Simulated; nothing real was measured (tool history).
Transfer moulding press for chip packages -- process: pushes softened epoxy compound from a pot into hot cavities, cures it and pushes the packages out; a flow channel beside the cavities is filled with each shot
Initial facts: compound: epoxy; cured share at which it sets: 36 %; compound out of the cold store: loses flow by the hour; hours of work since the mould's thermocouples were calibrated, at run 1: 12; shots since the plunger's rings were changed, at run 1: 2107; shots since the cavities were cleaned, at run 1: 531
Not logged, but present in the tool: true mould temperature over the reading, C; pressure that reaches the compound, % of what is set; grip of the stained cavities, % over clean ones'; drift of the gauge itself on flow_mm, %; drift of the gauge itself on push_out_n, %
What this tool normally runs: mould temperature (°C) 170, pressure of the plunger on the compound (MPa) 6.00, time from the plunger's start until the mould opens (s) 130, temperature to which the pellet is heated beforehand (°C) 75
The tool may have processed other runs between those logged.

| run | hour | mould temperature (°C) | pressure of the plunger on the compound (MPa) | time from the plunger's start until the mould opens (s) | temperature to which the pellet is heated beforehand (°C) | hours of work since the mould's thermocouples were calibrated | shots since the plunger's rings were changed | shots since the cavities were cleaned | incoming compound's hours out of the cold store | length that the compound runs in the flow channel (mm) | greatest force on the pins that push the packages out (N) |
|---|---|---|---|---|---|---|---|---|---|---|---|
| 1 | 0.0 | 170 | 6.00 | 130 | 75 | 12 | 2107 | 531 | 20.4 | 971 | 795 |
| 2 | 13.4 | 170 | 6.00 | 130 | 75 | 19 | 2209 | 633 | 29.9 | 940 | 769 |
|  | 27.1 | cavities cleaned with cleaning compound and waxed |
| 3 | 27.3 | 170 | 6.00 | 130 | 75 | 25 | 2302 | 1 | 36.7 | 912 | 480 |
| 4 | 50.2 | 170 | 6.00 | 130 | 75 | 37 | 2475 | 174 | 9.1 | 999 | 639 |
| 5 | 64.5 | 170 | 6.00 | 130 | 75 | 44 | 2583 | 282 | 40.7 | 896 | 658 |
| 6 | 88.2 | 170 | 6.00 | 130 | 75 | 56 | 2762 | 461 | 17.2 | 969 | 743 |
| 7 | 99.4 | 170 | 6.00 | 130 | 75 | 62 | 2847 | 546 | 20.5 | 955 | 794 |
|  | 122.9 | cavities cleaned with cleaning compound and waxed |
| 8 | 126.3 | 166 | 6.00 | 130 | 75 | 75 | 3039 | 26 | 37.1 | 911 | 611 |
| 9 | 142.1 | 168 | 4.73 | 143 | 69 | 83 | 3159 | 146 | 46.1 | 784 | 537 |
| 10 | 160.5 | 168 | 4.73 | 143 | 69 | 92 | 3298 | 285 | 20.6 | 853 | 627 |
| 11 | 183.4 | 176 | 6.49 | 130 | 75 | 104 | 3471 | 458 | 22.4 | 969 | 599 |
| 12 | 199.8 | 176 | 6.49 | 130 | 75 | 113 | 3595 | 582 | 43.5 | 895 | 607 |
| 13 | 212.7 | 177 | 6.00 | 148 | 84 | 119 | 3692 | 679 | 29.0 | 902 | 587 |
|  | 219.6 | cavities cleaned with cleaning compound and waxed |
| 14 | 238.9 | 163 | 7.46 | 125 | 70 | 132 | 3879 | 146 | 30.9 | 1031 | 1030 |
| 15 | 251.5 | 170 | 6.00 | 157 | 75 | 138 | 3974 | 241 | 40.9 | 883 | 502 |

Forecast each of these 5 alternatives for the next run:
| A | 267.2 | 165 | 6.00 | 124 | 75 | 146 | 4093 | 360 | 26.5 | ? | ? |
| B | 267.2 | 170 | 6.00 | 165 | 75 | 146 | 4093 | 360 | 42.0 | ? | ? |
| C | 267.2 | 170 | 6.00 | 157 | 73 | 146 | 4093 | 360 | 40.3 | ? | ? |
| D | 267.2 | 170 | 7.01 | 128 | 75 | 146 | 4093 | 360 | 31.1 | ? | ? |
| E | 267.2 | 165 | 6.10 | 128 | 75 | 146 | 4093 | 360 | 29.3 | ? | ? |

| run | length that the compound runs in the flow channel (mm) | greatest force on the pins that push the packages out (N) |
|---|---|---|
| A | 938 | 1067 |
| B | 879 | 540 |
| C | 880 | 548 |
| D | 986 | 708 |
| E | 936 | 1015 |
With the hidden condition removed and each run's random variation left untouched, the same runs would have given:
| run | length that the compound runs in the flow channel (mm) | greatest force on the pins that push the packages out (N) |
|---|---|---|
| A | 992 | 752 |
| B | 929 | 371 |
| C | 930 | 379 |
| D | 1042 | 497 |
| E | 990 | 716 |

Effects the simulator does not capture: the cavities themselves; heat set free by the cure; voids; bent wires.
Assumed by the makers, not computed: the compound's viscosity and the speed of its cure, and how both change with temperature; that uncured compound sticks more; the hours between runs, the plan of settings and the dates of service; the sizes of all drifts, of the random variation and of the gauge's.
